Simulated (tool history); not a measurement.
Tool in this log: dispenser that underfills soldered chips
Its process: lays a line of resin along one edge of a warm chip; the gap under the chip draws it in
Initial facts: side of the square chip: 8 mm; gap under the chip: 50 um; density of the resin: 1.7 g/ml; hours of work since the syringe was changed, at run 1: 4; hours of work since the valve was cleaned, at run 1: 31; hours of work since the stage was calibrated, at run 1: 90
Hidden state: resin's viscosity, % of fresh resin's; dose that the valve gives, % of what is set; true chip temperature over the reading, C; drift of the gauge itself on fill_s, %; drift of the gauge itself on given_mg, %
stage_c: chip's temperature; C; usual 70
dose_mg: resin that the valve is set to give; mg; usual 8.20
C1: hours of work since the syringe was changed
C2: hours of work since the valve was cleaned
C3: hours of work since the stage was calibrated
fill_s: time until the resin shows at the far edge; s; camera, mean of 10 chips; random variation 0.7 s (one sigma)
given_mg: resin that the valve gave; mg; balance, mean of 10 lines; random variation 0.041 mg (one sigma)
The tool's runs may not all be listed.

run 1 day=0.000 | stage_c=70 dose_mg=8.20 | C1=4 C2=31 C3=90 | fill_s=83.4 given_mg=8.20
-- day=0.271 new syringe of resin
run 2 day=0.271 | stage_c=70 dose_mg=8.20 | C1=0 C2=34 C3=94 | fill_s=64.2 given_mg=8.02
run 3 day=0.450 | stage_c=80 dose_mg=8.20 | C1=3 C2=37 C3=96 | fill_s=51.0 given_mg=7.99
run 4 day=0.742 | stage_c=80 dose_mg=8.20 | C1=7 C2=41 C3=100 | fill_s=68.4 given_mg=8.08
-- day=0.833 new syringe of resin
run 5 day=1.058 | stage_c=80 dose_mg=8.20 | C1=3 C2=46 C3=105 | fill_s=52.6 given_mg=8.01
run 6 day=1.225 | stage_c=80 dose_mg=8.20 | C1=6 C2=48 C3=107 | fill_s=63.0 given_mg=8.04
-- day=1.388 new syringe of resin
run 7 day=1.388 | stage_c=80 dose_mg=8.20 | C1=0 C2=50 C3=109 | fill_s=43.2 given_mg=8.00
run 8 day=1.654 | stage_c=80 dose_mg=8.20 | C1=4 C2=54 C3=113 | fill_s=55.9 given_mg=8.03
run 9 day=1.892 | stage_c=70 dose_mg=8.20 | C1=7 C2=58 C3=117 | fill_s=112.7 given_mg=7.99
-- day=1.929 new syringe of resin
run 10 day=2.088 | stage_c=70 dose_mg=8.20 | C1=2 C2=60 C3=119 | fill_s=73.9 given_mg=8.03
run 11 day=2.375 | stage_c=70 dose_mg=8.20 | C1=6 C2=64 C3=124 | fill_s=99.3 given_mg=7.98
-- day=2.479 new syringe of resin
run 12 day=2.612 | stage_c=70 dose_mg=8.20 | C1=2 C2=68 C3=127 | fill_s=74.4 given_mg=7.99
run 13 day=2.788 | stage_c=70 dose_mg=8.20 | C1=4 C2=70 C3=129 | fill_s=87.2 given_mg=7.91
-- day=3.029 new syringe of resin
run 14 day=3.042 | stage_c=70 dose_mg=8.79 | C1=0 C2=74 C3=133 | fill_s=67.5 given_mg=8.52
run 15 day=3.183 | stage_c=70 dose_mg=8.20 | C1=2 C2=76 C3=135 | fill_s=76.9 given_mg=7.93
run 16 day=3.429 | stage_c=70 dose_mg=8.20 | C1=6 C2=79 C3=138 | fill_s=100.9 given_mg=7.94
-- day=3.592 new syringe of resin
run 17 day=3.600 | stage_c=70 dose_mg=8.20 | C1=0 C2=82 C3=141 | fill_s=67.5 given_mg=7.91
run 18 day=3.758 | stage_c=70 dose_mg=8.20 | C1=2 C2=84 C3=143 | fill_s=78.1 given_mg=7.98
run 19 day=4.062 | stage_c=70 dose_mg=8.50 | C1=7 C2=88 C3=147 | fill_s=107.2 given_mg=8.20
-- day=4.138 new syringe of resin
run 20 day=4.329 | stage_c=75 dose_mg=7.44 | C1=3 C2=92 C3=151 | fill_s=65.8 given_mg=7.06
run 21 day=4.550 | stage_c=83 dose_mg=9.46 | C1=6 C2=95 C3=154 | fill_s=56.8 given_mg=9.07
-- day=4.679 new syringe of resin
run 22 day=4.875 | stage_c=69 dose_mg=7.78 | C1=3 C2=100 C3=159 | fill_s=86.8 given_mg=7.40
run 23 day=5.158 | stage_c=71 dose_mg=7.03 | C1=7 C2=104 C3=163 | fill_s=110.0 given_mg=6.65
-- day=5.221 new syringe of resin
run 24 day=5.438 | stage_c=71 dose_mg=7.03 | C1=3 C2=108 C3=167 | fill_s=83.8 given_mg=6.69
-- day=5.496 dispensing valve cleaned and set on the balance
run 25 day=5.667 | stage_c=73 dose_mg=7.02 | C1=6 C2=2 C3=170 | fill_s=91.4 given_mg=6.99
-- day=5.817 new syringe of resin
run 26 day=5.900 | stage_c=72 dose_mg=7.02 | C1=1 C2=6 C3=173 | fill_s=68.5 given_mg=6.99
run 27 day=6.092 | stage_c=82 dose_mg=7.83 | C1=4 C2=8 C3=175 | fill_s=52.4 given_mg=7.71
run 28 day=6.329 | stage_c=82 dose_mg=7.83 | C1=7 C2=12 C3=179 | fill_s=67.4 given_mg=7.75
-- day=6.371 new syringe of resin
run 29 day=6.517 | stage_c=63 dose_mg=9.31 | C1=2 C2=14 C3=181 | fill_s=105.4 given_mg=9.27
run 30 day=6.812 | stage_c=63 dose_mg=9.31 | C1=6 C2=19 C3=186 | fill_s=143.5 given_mg=9.28
-- day=6.917 new syringe of resin
run 31 day=7.067 | stage_c=74 dose_mg=8.24 | C1=2 C2=22 C3=189 | fill_s=64.1 given_mg=8.15
run 32 day=7.329 | stage_c=84 dose_mg=10.42 | C1=6 C2=26 C3=193 | fill_s=53.5 given_mg=10.27
-- day=7.471 new syringe of resin
run 33 day=7.654 | stage_c=62 dose_mg=8.78 | C1=3 C2=30 C3=198 | fill_s=114.7 given_mg=8.74
run 34 day=7.904 | stage_c=63 dose_mg=7.30 | C1=6 C2=34 C3=201 | fill_s=144.8 given_mg=7.21
-- day=8.025 new syringe of resin
run 35 day=8.179 | stage_c=63 dose_mg=7.30 | C1=2 C2=38 C3=205 | fill_s=111.4 given_mg=7.18

Hidden state at the last listed run before each entry between runs and at the first one after, where it differs:
Logged between run 1 and run 2: new syringe of resin (day 0.271)
  resin's viscosity, % of fresh resin's: 131.7 -> 100.8; dose that the valve gives, % of what is set: 98.74 -> 98.57; true chip temperature over the reading, C: -0.56 -> -0.59
  the result without the hidden state subtracted from the measured one, fill_s: +21.8 -> +2.3 s; given_mg: -0.10 -> -0.12 mg
Logged between run 4 and run 5: new syringe of resin (day 0.833)
  resin's viscosity, % of fresh resin's: 162.6 -> 126.4; dose that the valve gives, % of what is set: 98.3 -> 98.11; true chip temperature over the reading, C: -0.63 -> -0.65
  the result without the hidden state subtracted from the measured one, fill_s: +27.2 -> +12.3 s; given_mg: -0.14 -> -0.16 mg
Logged between run 6 and run 7: new syringe of resin (day 1.388)
  resin's viscosity, % of fresh resin's: 149.6 -> 102.8; dose that the valve gives, % of what is set: 97.99 -> 97.9; true chip temperature over the reading, C: -0.67 -> -0.68
  the result without the hidden state subtracted from the measured one, fill_s: +22.2 -> +2.5 s; given_mg: -0.16 -> -0.17 mg
Logged between run 9 and run 10: new syringe of resin (day 1.929)
  resin's viscosity, % of fresh resin's: 172.2 -> 115.3; dose that the valve gives, % of what is set: 97.59 -> 97.48; true chip temperature over the reading, C: -0.72 -> -0.74
  the result without the hidden state subtracted from the measured one, fill_s: +49.4 -> +12.2 s; given_mg: -0.20 -> -0.21 mg
Logged between run 11 and run 12: new syringe of resin (day 2.479)
  resin's viscosity, % of fresh resin's: 155 -> 113; dose that the valve gives, % of what is set: 97.3 -> 97.17; true chip temperature over the reading, C: -0.76 -> -0.78
  the result without the hidden state subtracted from the measured one, fill_s: +37.8 -> +11.2 s; given_mg: -0.22 -> -0.23 mg
Logged between run 13 and run 14: new syringe of resin (day 3.029)
  resin's viscosity, % of fresh resin's: 135.2 -> 102.7; dose that the valve gives, % of what is set: 97.06 -> 96.91; true chip temperature over the reading, C: -0.8 -> -0.82
  the result without the hidden state subtracted from the measured one, fill_s: +25.3 -> +4.3 s; given_mg: -0.24 -> -0.28 mg
Logged between run 16 and run 17: new syringe of resin (day 3.592)
  resin's viscosity, % of fresh resin's: 152.2 -> 102.7; dose that the valve gives, % of what is set: 96.66 -> 96.54; true chip temperature over the reading, C: -0.85 -> -0.86
  the result without the hidden state subtracted from the measured one, fill_s: +37.4 -> +4.6 s; given_mg: -0.27 -> -0.29 mg
Logged between run 19 and run 20: new syringe of resin (day 4.138)
  resin's viscosity, % of fresh resin's: 163.9 -> 122.6; dose that the valve gives, % of what is set: 96.26 -> 96.1; true chip temperature over the reading, C: -0.9 -> -0.92
  the result without the hidden state subtracted from the measured one, fill_s: +44.6 -> +14.7 s; given_mg: -0.32 -> -0.28 mg
Logged between run 21 and run 22: new syringe of resin (day 4.679)
  resin's viscosity, % of fresh resin's: 153.6 -> 123.6; dose that the valve gives, % of what is set: 95.97 -> 95.78; true chip temperature over the reading, C: -0.94 -> -0.96
  the result without the hidden state subtracted from the measured one, fill_s: +21.4 -> +20.2 s; given_mg: -0.38 -> -0.32 mg
Logged between run 23 and run 24: new syringe of resin (day 5.221)
  resin's viscosity, % of fresh resin's: 165.1 -> 126.3; dose that the valve gives, % of what is set: 95.6 -> 95.42; true chip temperature over the reading, C: -0.99 -> -1.01
  the result without the hidden state subtracted from the measured one, fill_s: +47.2 -> +21.3 s; given_mg: -0.31 -> -0.32 mg
Logged between run 24 and run 25: dispensing valve cleaned and set on the balance (day 5.496)
  resin's viscosity, % of fresh resin's: 126.3 -> 153; dose that the valve gives, % of what is set: 95.42 -> 99.76; true chip temperature over the reading, C: -1.01 -> -1.03
  the result without the hidden state subtracted from the measured one, fill_s: +21.3 -> +34.4 s; given_mg: -0.32 -> -0.02 mg
Logged between run 25 and run 26: new syringe of resin (day 5.817)
  resin's viscosity, % of fresh resin's: 153 -> 109.9; dose that the valve gives, % of what is set: 99.76 -> 99.62; true chip temperature over the reading, C: -1.03 -> -1.05
  the result without the hidden state subtracted from the measured one, fill_s: +34.4 -> +9.0 s; given_mg: -0.02 -> -0.03 mg
Logged between run 28 and run 29: new syringe of resin (day 6.371)
  resin's viscosity, % of fresh resin's: 170.1 -> 117.7; dose that the valve gives, % of what is set: 99.36 -> 99.26; true chip temperature over the reading, C: -1.09 -> -1.1
  the result without the hidden state subtracted from the measured one, fill_s: +29.7 -> +20.3 s; given_mg: -0.05 -> -0.07 mg
Logged between run 30 and run 31: new syringe of resin (day 6.917)
  resin's viscosity, % of fresh resin's: 159.1 -> 116.2; dose that the valve gives, % of what is set: 99.07 -> 98.92; true chip temperature over the reading, C: -1.13 -> -1.15
  the result without the hidden state subtracted from the measured one, fill_s: +57.9 -> +11.7 s; given_mg: -0.08 -> -0.09 mg
Logged between run 32 and run 33: new syringe of resin (day 7.471)
  resin's viscosity, % of fresh resin's: 151.7 -> 121.8; dose that the valve gives, % of what is set: 98.75 -> 98.57; true chip temperature over the reading, C: -1.17 -> -1.2
  the result without the hidden state subtracted from the measured one, fill_s: +20.0 -> +25.8 s; given_mg: -0.13 -> -0.13 mg
Logged between run 34 and run 35: new syringe of resin (day 8.025)
  resin's viscosity, % of fresh resin's: 157.4 -> 118.3; dose that the valve gives, % of what is set: 98.4 -> 98.24; true chip temperature over the reading, C: -1.22 -> -1.24
  the result without the hidden state subtracted from the measured one, fill_s: +58.1 -> +23.0 s; given_mg: -0.12 -> -0.12 mg
